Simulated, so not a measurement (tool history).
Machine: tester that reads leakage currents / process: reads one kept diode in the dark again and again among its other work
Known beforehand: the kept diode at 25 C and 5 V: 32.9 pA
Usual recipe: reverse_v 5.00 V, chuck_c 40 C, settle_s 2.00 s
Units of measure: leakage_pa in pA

Run 1, day 0.000: usual settings. Result: leakage_pa 93.58 pA.
At day 8.471: chuck's temperature calibrated.
Run 2, day 8.771: usual settings. Result: leakage_pa 100.45 pA.
Run 3, day 15.783: usual settings. Result: leakage_pa 100.92 pA.
Run 4, day 26.275: usual settings. Result: leakage_pa 100.58 pA.
Run 5, day 33.667: usual settings but chuck_c 21 C. Result: leakage_pa 29.45 pA.
Run 6, day 41.383: usual settings but chuck_c 21 C, settle_s 0.33 s. Result: leakage_pa 32.23 pA.
Run 7, day 49.771: usual settings but chuck_c 21 C, settle_s 0.33 s. Result: leakage_pa 32.99 pA.
Run 8, day 57.879: usual settings but settle_s 0.32 s. Result: leakage_pa 103.78 pA.
Run 9, day 62.862: usual settings but chuck_c 59 C. Result: leakage_pa 326.84 pA.
At day 70.375: chuck's temperature calibrated.
Run 10, day 70.375: usual settings but chuck_c 59 C. Result: leakage_pa 339.17 pA.
Run 11, day 77.300: usual settings but chuck_c 59 C. Result: leakage_pa 339.73 pA.
Run 12, day 88.596: usual settings but reverse_v 8.77 V, chuck_c 22 C, settle_s 0.74 s. Result: leakage_pa 55.43 pA.
At day 89.554: probe card cleaned and baked.
Run 13, day 99.217: usual settings but reverse_v 1.41 V, chuck_c 59 C, settle_s 0.50 s. Result: leakage_pa 169.23 pA.
Run 14, day 110.942: usual settings but reverse_v 2.14 V, chuck_c 43 C, settle_s 6.97 s. Result: leakage_pa 80.79 pA.
Run 15, day 118.333: usual settings but reverse_v 1.48 V, chuck_c 25 C. Result: leakage_pa 22.12 pA.
Run 16, day 128.092: usual settings but reverse_v 1.48 V, chuck_c 25 C. Result: leakage_pa 22.17 pA.
At day 132.562: chuck's temperature calibrated.
Run 17, day 134.825: usual settings but reverse_v 1.62 V, settle_s 1.59 s. Result: leakage_pa 60.00 pA.
Run 18, day 142.604: usual settings but reverse_v 17.91 V, chuck_c 34 C, settle_s 0.39 s. Result: leakage_pa 205.76 pA.
Run 19, day 151.908: usual settings but reverse_v 17.91 V, chuck_c 34 C, settle_s 0.39 s. Result: leakage_pa 207.99 pA.
At day 157.283: probe card cleaned and baked, once more.
Run 20, day 163.558: usual settings but reverse_v 3.77 V, chuck_c 34 C, settle_s 0.39 s. Result: leakage_pa 56.25 pA.

Alternative continuations, all from the tool just after run 20; predict every row:
Run A, day 174.254: usual settings but chuck_c 49 C, settle_s 0.34 s. Result: leakage_pa ?.
Run B, day 174.254: usual settings but reverse_v 3.77 V, chuck_c 30 C, settle_s 9.41 s. Result: leakage_pa ?.
Run C, day 174.254: usual settings but reverse_v 6.59 V, chuck_c 36 C, settle_s 0.39 s. Result: leakage_pa ?.
Run D, day 174.254: usual settings but reverse_v 9.49 V, chuck_c 50 C, settle_s 0.58 s. Result: leakage_pa ?.

run  leakage_pa
  A      175.27
  B       41.36
  C       88.89
  D      262.68
Had the tool no hidden state, the same runs would have come out as:
run  leakage_pa
  A      176.92
  B       41.04
  C       88.47
  D      264.44

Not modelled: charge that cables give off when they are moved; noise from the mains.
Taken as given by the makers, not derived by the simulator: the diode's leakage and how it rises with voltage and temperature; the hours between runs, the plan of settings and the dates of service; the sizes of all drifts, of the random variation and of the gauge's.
